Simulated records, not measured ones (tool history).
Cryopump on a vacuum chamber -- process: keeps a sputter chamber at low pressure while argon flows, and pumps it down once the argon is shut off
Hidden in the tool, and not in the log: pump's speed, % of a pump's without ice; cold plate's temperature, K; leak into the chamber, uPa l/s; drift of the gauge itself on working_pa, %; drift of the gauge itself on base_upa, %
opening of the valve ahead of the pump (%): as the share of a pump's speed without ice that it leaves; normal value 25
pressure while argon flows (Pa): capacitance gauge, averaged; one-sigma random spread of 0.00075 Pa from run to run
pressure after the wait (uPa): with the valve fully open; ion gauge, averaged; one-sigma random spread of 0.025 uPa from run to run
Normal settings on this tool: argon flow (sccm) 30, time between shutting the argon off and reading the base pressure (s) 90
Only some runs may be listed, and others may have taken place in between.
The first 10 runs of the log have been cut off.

run   hour  argon flow (sccm)  time between shutting the argon off and reading the base pressure (s)  opening of the valve ahead of the pump (%)  hours of work since the pump was warmed up and emptied  hours of work since the cold head was overhauled  hours of work since the chamber's fittings were tightened  pressure while argon flows (Pa)  pressure after the wait (uPa)
 11  192.9                 30                                                                     25                                          25                                                     382                                               382                                                       3694                           0.1412                           5.34
 12  215.0                 30                                                                     25                                          25                                                     398                                               398                                                       3710                           0.1413                           5.38
 13  225.4                 30                                                                     25                                          25                                                     405                                               405                                                       3718                           0.1424                           5.60
 14  240.1                 30                                                                     25                                          25                                                     416                                               416                                                       3728                           0.1420                           5.49
 15  258.8                 30                                                                    222                                          25                                                     429                                               429                                                       3742                           0.1419                           2.80
 16  278.6                 30                                                                     90                                          25                                                     443                                               443                                                       3756                           0.1399                           3.40
 17  301.0                 58                                                                     69                                          56                                                     460                                               460                                                       3772                           0.1250                           3.70
 18  325.7                 24                                                                     25                                          40                                                     477                                               477                                                       3790                           0.0724                           5.55
 19  348.5                 28                                                                     90                                          35                                                     494                                               494                                                       3806                           0.0952                           3.44
 20  360.4                 17                                                                     90                                          21                                                     502                                               502                                                       3815                           0.0948                           3.45
 21  371.6                 12                                                                    181                                          17                                                     510                                               510                                                       3823                           0.0831                           3.05
 22  392.3                 12                                                                     80                                          17                                                     525                                               525                                                       3838                           0.0838                           3.53
 23  404.0                 30                                                                    215                                          19                                                     534                                               534                                                       3847                           0.1853                           2.98
     421.7  -- leaking fittings of the chamber tightened, without venting
 24  428.4                 51                                                                     79                                          25                                                     550                                               550                                                          5                           0.2408                           1.24
 25  439.7                 31                                                                     74                                          47                                                     558                                               558                                                         13                           0.0796                           1.30
 26  460.0                 43                                                                     42                                          21                                                     573                                               573                                                         28                           0.2404                           2.09
 27  482.2                 43                                                                     82                                          31                                                     589                                               589                                                         44                           0.1641                           1.18
 28  497.7                 47                                                                     90                                          50                                                     600                                               600                                                         55                           0.1143                           1.15

Run 29 comes next. What will it give?
 29  518.6                 30                                                                    112                                          28                                                     615                                               615                                                         70                                ?                              ?

pressure while argon flows (Pa): 0.1286
pressure after the wait (uPa): 0.97
Minus the tool's unlogged condition, the same run would have read pressure while argon flows (Pa) 0.1249, pressure after the wait (uPa) 0.87.
